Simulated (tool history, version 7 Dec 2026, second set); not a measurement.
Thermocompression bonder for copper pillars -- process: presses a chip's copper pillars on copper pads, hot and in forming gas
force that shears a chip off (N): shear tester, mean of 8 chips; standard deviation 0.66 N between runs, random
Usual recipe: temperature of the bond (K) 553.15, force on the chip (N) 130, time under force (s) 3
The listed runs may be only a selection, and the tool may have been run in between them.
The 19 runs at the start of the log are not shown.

run,hour,temperature of the bond (K),force on the chip (N),time under force (s),force that shears a chip off (N)
20,111.6,553.15,130,3,55.5
21,115.4,553.15,130,3,55.8
22,120,553.15,130,2,48.1
23,128.6,547.15,144,8,78.4
24,135.1,538.15,116,3,43
# hour 138: heater calibrated with a thermocouple chip
25,145.8,562.15,101,2,45.8
26,150.7,553.15,141,8,83.8
27,159.1,553.15,181,4,73.2
28,165.9,566.15,142,4,75
29,174.2,566.15,142,4,75.4
30,180.1,566.15,142,4,73.5
31,186.8,553.15,124,3,53.5
# hour 194.2: heater calibrated with a thermocouple chip, once more
32,198.2,553.15,124,3,55.7
33,207.2,552.15,151,3,60.6
34,211.9,580.15,130,2,65.5
35,218.4,580.15,130,2,65.3
36,224.6,580.15,130,2,64.1
37,229.6,556.15,128,2,50
38,238.6,556.15,128,2,49.2
39,243.9,529.15,187,3,51.6
40,252.3,563.15,110,4,64.1
41,260,563.15,110,4,64.1

Branching from run 41: 3 alternative next runs. What would each branch give?
A,264.7,553.15,90,3,?
B,264.7,563.15,155,4,?
C,264.7,553.15,128,2,?

run,force that shears a chip off (N)
A,46.4
B,74.8
C,46.6
Without the tool's hidden state the same runs would have given:
run,force that shears a chip off (N)
A,48.1
B,77.7
C,48.4

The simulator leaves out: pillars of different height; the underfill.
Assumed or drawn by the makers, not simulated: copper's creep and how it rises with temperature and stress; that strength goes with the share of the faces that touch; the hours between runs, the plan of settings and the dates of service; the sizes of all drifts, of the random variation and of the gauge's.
